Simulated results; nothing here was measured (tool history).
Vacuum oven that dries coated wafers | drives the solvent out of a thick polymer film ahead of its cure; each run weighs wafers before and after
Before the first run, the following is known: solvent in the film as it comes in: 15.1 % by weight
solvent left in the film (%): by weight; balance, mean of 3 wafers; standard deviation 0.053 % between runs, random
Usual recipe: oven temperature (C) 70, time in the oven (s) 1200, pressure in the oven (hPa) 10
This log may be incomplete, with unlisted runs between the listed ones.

run 1 hour=0 | oven_temperature_(C)=70 time_in_the_oven_(s)=1200 pressure_in_the_oven_(hPa)=10 | solvent_left_in_the_film_(%)=1.78
run 2 hour=12.5 | oven_temperature_(C)=70 time_in_the_oven_(s)=1200 pressure_in_the_oven_(hPa)=10 | solvent_left_in_the_film_(%)=1.94
run 3 hour=29.1 | oven_temperature_(C)=70 time_in_the_oven_(s)=1200 pressure_in_the_oven_(hPa)=10 | solvent_left_in_the_film_(%)=1.84
run 4 hour=40.6 | oven_temperature_(C)=70 time_in_the_oven_(s)=1200 pressure_in_the_oven_(hPa)=10 | solvent_left_in_the_film_(%)=1.79
run 5 hour=57.6 | oven_temperature_(C)=70 time_in_the_oven_(s)=1200 pressure_in_the_oven_(hPa)=10 | solvent_left_in_the_film_(%)=1.87
run 6 hour=67.8 | oven_temperature_(C)=70 time_in_the_oven_(s)=1200 pressure_in_the_oven_(hPa)=10 | solvent_left_in_the_film_(%)=1.73
run 7 hour=77.3 | oven_temperature_(C)=70 time_in_the_oven_(s)=1200 pressure_in_the_oven_(hPa)=10 | solvent_left_in_the_film_(%)=1.78
run 8 hour=90.7 | oven_temperature_(C)=70 time_in_the_oven_(s)=1200 pressure_in_the_oven_(hPa)=10 | solvent_left_in_the_film_(%)=1.82
run 9 hour=100.6 | oven_temperature_(C)=70 time_in_the_oven_(s)=1200 pressure_in_the_oven_(hPa)=10 | solvent_left_in_the_film_(%)=1.76
run 10 hour=111.9 | oven_temperature_(C)=70 time_in_the_oven_(s)=1200 pressure_in_the_oven_(hPa)=30.6 | solvent_left_in_the_film_(%)=2.72
run 11 hour=127.6 | oven_temperature_(C)=70 time_in_the_oven_(s)=1200 pressure_in_the_oven_(hPa)=30.6 | solvent_left_in_the_film_(%)=2.73
run 12 hour=137.8 | oven_temperature_(C)=70 time_in_the_oven_(s)=1200 pressure_in_the_oven_(hPa)=30.6 | solvent_left_in_the_film_(%)=2.76
run 13 hour=148.2 | oven_temperature_(C)=70 time_in_the_oven_(s)=720 pressure_in_the_oven_(hPa)=30.6 | solvent_left_in_the_film_(%)=4.47
run 14 hour=163.5 | oven_temperature_(C)=70 time_in_the_oven_(s)=720 pressure_in_the_oven_(hPa)=30.6 | solvent_left_in_the_film_(%)=4.52
run 15 hour=172.3 | oven_temperature_(C)=70 time_in_the_oven_(s)=720 pressure_in_the_oven_(hPa)=30.6 | solvent_left_in_the_film_(%)=4.45
run 16 hour=188.5 | oven_temperature_(C)=70 time_in_the_oven_(s)=720 pressure_in_the_oven_(hPa)=30.6 | solvent_left_in_the_film_(%)=4.56
run 17 hour=201.7 | oven_temperature_(C)=70 time_in_the_oven_(s)=720 pressure_in_the_oven_(hPa)=30.6 | solvent_left_in_the_film_(%)=4.51
run 18 hour=216.8 | oven_temperature_(C)=70 time_in_the_oven_(s)=720 pressure_in_the_oven_(hPa)=30.6 | solvent_left_in_the_film_(%)=4.56
run 19 hour=234 | oven_temperature_(C)=70 time_in_the_oven_(s)=720 pressure_in_the_oven_(hPa)=30.6 | solvent_left_in_the_film_(%)=4.47
run 20 hour=248.3 | oven_temperature_(C)=70 time_in_the_oven_(s)=720 pressure_in_the_oven_(hPa)=30.6 | solvent_left_in_the_film_(%)=4.47
run 21 hour=265.8 | oven_temperature_(C)=70 time_in_the_oven_(s)=720 pressure_in_the_oven_(hPa)=30.6 | solvent_left_in_the_film_(%)=4.5
run 22 hour=280.6 | oven_temperature_(C)=70 time_in_the_oven_(s)=720 pressure_in_the_oven_(hPa)=30.6 | solvent_left_in_the_film_(%)=4.44
run 23 hour=292.3 | oven_temperature_(C)=81 time_in_the_oven_(s)=1200 pressure_in_the_oven_(hPa)=10 | solvent_left_in_the_film_(%)=0.36
run 24 hour=307.7 | oven_temperature_(C)=81 time_in_the_oven_(s)=1200 pressure_in_the_oven_(hPa)=10 | solvent_left_in_the_film_(%)=0.44
run 25 hour=323.1 | oven_temperature_(C)=81 time_in_the_oven_(s)=1200 pressure_in_the_oven_(hPa)=10 | solvent_left_in_the_film_(%)=0.55
run 26 hour=332.2 | oven_temperature_(C)=58 time_in_the_oven_(s)=840 pressure_in_the_oven_(hPa)=15.9 | solvent_left_in_the_film_(%)=6.94
run 27 hour=342.2 | oven_temperature_(C)=80 time_in_the_oven_(s)=840 pressure_in_the_oven_(hPa)=15.9 | solvent_left_in_the_film_(%)=1.3
run 28 hour=360.4 | oven_temperature_(C)=64 time_in_the_oven_(s)=1320 pressure_in_the_oven_(hPa)=21.6 | solvent_left_in_the_film_(%)=3.55
run 29 hour=370.3 | oven_temperature_(C)=64 time_in_the_oven_(s)=1320 pressure_in_the_oven_(hPa)=21.6 | solvent_left_in_the_film_(%)=3.57
run 30 hour=382.7 | oven_temperature_(C)=59 time_in_the_oven_(s)=1320 pressure_in_the_oven_(hPa)=21.6 | solvent_left_in_the_film_(%)=5.08
run 31 hour=391.5 | oven_temperature_(C)=59 time_in_the_oven_(s)=1320 pressure_in_the_oven_(hPa)=21.6 | solvent_left_in_the_film_(%)=5.01
-- hour=399.2 oven's thermocouples calibrated
run 32 hour=405.7 | oven_temperature_(C)=59 time_in_the_oven_(s)=1320 pressure_in_the_oven_(hPa)=21.6 | solvent_left_in_the_film_(%)=5.12
run 33 hour=413.6 | oven_temperature_(C)=70 time_in_the_oven_(s)=600 pressure_in_the_oven_(hPa)=8.8 | solvent_left_in_the_film_(%)=4.46
run 34 hour=429.7 | oven_temperature_(C)=70 time_in_the_oven_(s)=600 pressure_in_the_oven_(hPa)=8.8 | solvent_left_in_the_film_(%)=4.39
run 35 hour=446 | oven_temperature_(C)=58 time_in_the_oven_(s)=840 pressure_in_the_oven_(hPa)=25.1 | solvent_left_in_the_film_(%)=7.18
run 36 hour=459.9 | oven_temperature_(C)=58 time_in_the_oven_(s)=840 pressure_in_the_oven_(hPa)=25.1 | solvent_left_in_the_film_(%)=7.39
run 37 hour=475 | oven_temperature_(C)=58 time_in_the_oven_(s)=840 pressure_in_the_oven_(hPa)=25.1 | solvent_left_in_the_film_(%)=7.3
run 38 hour=484.6 | oven_temperature_(C)=71 time_in_the_oven_(s)=1200 pressure_in_the_oven_(hPa)=27.6 | solvent_left_in_the_film_(%)=2.41
run 39 hour=495 | oven_temperature_(C)=68 time_in_the_oven_(s)=600 pressure_in_the_oven_(hPa)=19.3 | solvent_left_in_the_film_(%)=5.41
run 40 hour=510.5 | oven_temperature_(C)=68 time_in_the_oven_(s)=600 pressure_in_the_oven_(hPa)=19.3 | solvent_left_in_the_film_(%)=5.45
run 41 hour=519 | oven_temperature_(C)=84 time_in_the_oven_(s)=1200 pressure_in_the_oven_(hPa)=21.1 | solvent_left_in_the_film_(%)=0.68
run 42 hour=531.1 | oven_temperature_(C)=65 time_in_the_oven_(s)=1200 pressure_in_the_oven_(hPa)=27.8 | solvent_left_in_the_film_(%)=4.02
run 43 hour=539 | oven_temperature_(C)=64 time_in_the_oven_(s)=1560 pressure_in_the_oven_(hPa)=27.6 | solvent_left_in_the_film_(%)=3.23
run 44 hour=556.4 | oven_temperature_(C)=70 time_in_the_oven_(s)=1320 pressure_in_the_oven_(hPa)=17.7 | solvent_left_in_the_film_(%)=1.87
run 45 hour=570 | oven_temperature_(C)=70 time_in_the_oven_(s)=1320 pressure_in_the_oven_(hPa)=17.7 | solvent_left_in_the_film_(%)=1.97

Predict each of these 5 candidate next runs independently; none follows another, all start after run 45:
run A hour=578.1 | oven_temperature_(C)=79 time_in_the_oven_(s)=1140 pressure_in_the_oven_(hPa)=12.6 | solvent_left_in_the_film_(%)=?
run B hour=578.1 | oven_temperature_(C)=68 time_in_the_oven_(s)=1320 pressure_in_the_oven_(hPa)=17.7 | solvent_left_in_the_film_(%)=?
run C hour=578.1 | oven_temperature_(C)=79 time_in_the_oven_(s)=780 pressure_in_the_oven_(hPa)=16.1 | solvent_left_in_the_film_(%)=?
run D hour=578.1 | oven_temperature_(C)=70 time_in_the_oven_(s)=1200 pressure_in_the_oven_(hPa)=10.6 | solvent_left_in_the_film_(%)=?
run E hour=578.1 | oven_temperature_(C)=70 time_in_the_oven_(s)=1440 pressure_in_the_oven_(hPa)=32 | solvent_left_in_the_film_(%)=?

run=A solvent_left_in_the_film_(%)=0.76
run=B solvent_left_in_the_film_(%)=2.18
run=C solvent_left_in_the_film_(%)=1.52
run=D solvent_left_in_the_film_(%)=1.93
run=E solvent_left_in_the_film_(%)=2.32
Take away the tool's hidden state, keep each run's random variation, and the runs would have read:
run=A solvent_left_in_the_film_(%)=0.76
run=B solvent_left_in_the_film_(%)=2.18
run=C solvent_left_in_the_film_(%)=1.52
run=D solvent_left_in_the_film_(%)=1.93
run=E solvent_left_in_the_film_(%)=2.32
